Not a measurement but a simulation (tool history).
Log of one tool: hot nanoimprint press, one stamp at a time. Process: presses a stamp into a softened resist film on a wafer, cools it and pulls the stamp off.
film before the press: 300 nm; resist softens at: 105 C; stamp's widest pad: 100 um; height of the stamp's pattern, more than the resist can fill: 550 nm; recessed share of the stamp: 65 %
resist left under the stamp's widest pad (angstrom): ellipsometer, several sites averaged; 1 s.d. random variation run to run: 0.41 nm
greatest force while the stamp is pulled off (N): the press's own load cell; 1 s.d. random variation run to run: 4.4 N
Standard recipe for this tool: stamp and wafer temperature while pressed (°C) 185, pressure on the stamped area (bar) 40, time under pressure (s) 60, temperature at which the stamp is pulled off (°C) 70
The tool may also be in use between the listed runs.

| run | day | stamp and wafer temperature while pressed (°C) | pressure on the stamped area (bar) | time under pressure (s) | temperature at which the stamp is pulled off (°C) | resist left under the stamp's widest pad (angstrom) | greatest force while the stamp is pulled off (N) |
|---|---|---|---|---|---|---|---|
| 1 | 0 | 185 | 40 | 60 | 70 | 1371 | 219 |
| 2 | 0.371 | 185 | 40 | 60 | 70 | 1367 | 220 |
| 3 | 0.833 | 185 | 40 | 60 | 70 | 1371 | 219 |
| 4 | 1.042 | 185 | 40 | 60 | 70 | 1372 | 226 |
| 5 | 1.304 | 185 | 40 | 60 | 70 | 1367 | 229 |
|  | 1.575 | plate thermocouple calibrated |
| 6 | 1.704 | 185 | 40 | 60 | 70 | 1361 | 227 |
| 7 | 2.108 | 185 | 40 | 60 | 70 | 1361 | 238 |
| 8 | 2.433 | 185 | 40 | 60 | 70 | 1358 | 229 |
|  | 2.679 | plate thermocouple calibrated, once more |
| 9 | 3.004 | 185 | 40 | 60 | 70 | 1416 | 249 |
| 10 | 3.375 | 185 | 40 | 60 | 70 | 1420 | 254 |
| 11 | 3.788 | 185 | 40 | 31 | 70 | 1728 | 242 |
| 12 | 4.192 | 185 | 40 | 31 | 70 | 1720 | 253 |
| 13 | 4.558 | 185 | 40 | 31 | 68 | 1717 | 271 |
| 14 | 4.812 | 179 | 29.3 | 60 | 66 | 1885 | 289 |
| 15 | 5.15 | 185 | 40 | 59 | 62 | 1422 | 315 |
| 16 | 5.621 | 178 | 40 | 69 | 62 | 1592 | 319 |
| 17 | 5.879 | 178 | 40 | 69 | 62 | 1589 | 316 |
| 18 | 6.112 | 181 | 28.3 | 61 | 70 | 1832 | 270 |
| 19 | 6.325 | 178 | 61.8 | 60 | 70 | 1303 | 266 |
| 20 | 6.704 | 173 | 47 | 60 | 66 | 1707 | 299 |
| 21 | 7.158 | 173 | 47 | 60 | 66 | 1705 | 306 |
| 22 | 7.446 | 173 | 47 | 60 | 66 | 1706 | 308 |
| 23 | 7.908 | 182 | 49.3 | 94 | 70 | 1150 | 282 |
| 24 | 8.15 | 185 | 53.3 | 60 | 74 | 1192 | 256 |
| 25 | 8.55 | 185 | 53.3 | 60 | 74 | 1194 | 251 |
| 26 | 8.767 | 185 | 56 | 60 | 65 | 1162 | 316 |

Predict each of these 3 candidate next runs independently; none follows another, all start after run 26:
| A | 9.262 | 179 | 40 | 60 | 70 | ? | ? |
| B | 9.262 | 188 | 30 | 60 | 63 | ? | ? |
| C | 9.262 | 179 | 40 | 60 | 70 | ? | ? |

| run | resist left under the stamp's widest pad (angstrom) | greatest force while the stamp is pulled off (N) |
|---|---|---|
| A | 1613 | 289 |
| B | 1540 | 347 |
| C | 1611 | 290 |
With no hidden state in the tool, these same runs would have given:
| run | resist left under the stamp's widest pad (angstrom) | greatest force while the stamp is pulled off (N) |
|---|---|---|
| A | 1623 | 212 |
| B | 1550 | 255 |
| C | 1621 | 213 |
